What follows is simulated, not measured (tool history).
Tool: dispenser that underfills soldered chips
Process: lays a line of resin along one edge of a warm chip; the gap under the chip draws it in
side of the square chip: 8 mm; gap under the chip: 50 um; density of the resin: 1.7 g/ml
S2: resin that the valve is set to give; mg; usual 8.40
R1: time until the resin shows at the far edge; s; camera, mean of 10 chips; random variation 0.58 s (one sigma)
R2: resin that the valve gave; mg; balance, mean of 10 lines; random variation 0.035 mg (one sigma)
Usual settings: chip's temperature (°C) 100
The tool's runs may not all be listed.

run 1 day=0.000 | chip's_temperature_(°C)=100 S2=8.40 | R1=55.2 R2=7.99
run 2 day=0.242 | chip's_temperature_(°C)=100 S2=8.40 | R1=73.8 R2=7.95
-- day=0.454 dispensing valve cleaned and set on the balance
run 3 day=0.454 | chip's_temperature_(°C)=100 S2=8.40 | R1=87.7 R2=8.42
run 4 day=0.600 | chip's_temperature_(°C)=100 S2=8.40 | R1=103.9 R2=8.35
-- day=0.712 new syringe of resin
run 5 day=0.771 | chip's_temperature_(°C)=100 S2=8.40 | R1=53.3 R2=8.36
run 6 day=0.988 | chip's_temperature_(°C)=100 S2=8.40 | R1=69.5 R2=8.34
run 7 day=1.225 | chip's_temperature_(°C)=105 S2=8.40 | R1=76.5 R2=8.40
-- day=1.467 new syringe of resin
run 8 day=1.467 | chip's_temperature_(°C)=100 S2=8.40 | R1=51.4 R2=8.38
run 9 day=1.712 | chip's_temperature_(°C)=100 S2=8.40 | R1=68.4 R2=8.38
run 10 day=1.958 | chip's_temperature_(°C)=100 S2=8.41 | R1=89.6 R2=8.33
run 11 day=2.138 | chip's_temperature_(°C)=100 S2=8.41 | R1=112.7 R2=8.38
-- day=2.221 new syringe of resin
run 12 day=2.317 | chip's_temperature_(°C)=100 S2=8.40 | R1=57.8 R2=8.29
run 13 day=2.475 | chip's_temperature_(°C)=103 S2=9.53 | R1=61.3 R2=9.50
run 14 day=2.638 | chip's_temperature_(°C)=103 S2=9.53 | R1=73.4 R2=9.45
run 15 day=2.825 | chip's_temperature_(°C)=98 S2=8.01 | R1=109.7 R2=7.98
run 16 day=2.946 | chip's_temperature_(°C)=106 S2=8.86 | R1=94.3 R2=8.78
-- day=2.983 new syringe of resin
run 17 day=3.154 | chip's_temperature_(°C)=101 S2=9.93 | R1=57.2 R2=9.81
run 18 day=3.296 | chip's_temperature_(°C)=104 S2=8.40 | R1=63.4 R2=8.23
run 19 day=3.546 | chip's_temperature_(°C)=100 S2=10.84 | R1=92.7 R2=10.64
run 20 day=3.658 | chip's_temperature_(°C)=100 S2=10.84 | R1=107.0 R2=10.69
-- day=3.754 new syringe of resin
run 21 day=3.829 | chip's_temperature_(°C)=107 S2=7.43 | R1=44.3 R2=7.28
run 22 day=4.042 | chip's_temperature_(°C)=107 S2=7.43 | R1=55.5 R2=7.27
run 23 day=4.275 | chip's_temperature_(°C)=101 S2=9.84 | R1=86.5 R2=9.62

4 ways to go on from here, each from the tool as it stands after run 23. What would each give?
-- day=4.521 new syringe of resin
run A day=4.538 | chip's_temperature_(°C)=101 S2=7.29 | R1=? R2=?
-- day=4.521 new syringe of resin
run B day=4.538 | chip's_temperature_(°C)=101 S2=8.09 | R1=? R2=?
-- day=4.521 new syringe of resin
run C day=4.538 | chip's_temperature_(°C)=115 S2=8.33 | R1=? R2=?
-- day=4.521 new syringe of resin
run D day=4.538 | chip's_temperature_(°C)=109 S2=7.50 | R1=? R2=?

run=A R1=50.5 R2=7.18
run=B R1=50.5 R2=7.95
run=C R1=30.5 R2=8.16
run=D R1=38.7 R2=7.44
Without the tool's hidden state the same runs would have given:
run=A R1=48.7 R2=7.33
run=B R1=48.9 R2=8.12
run=C R1=29.5 R2=8.33
run=D R1=37.5 R2=7.60
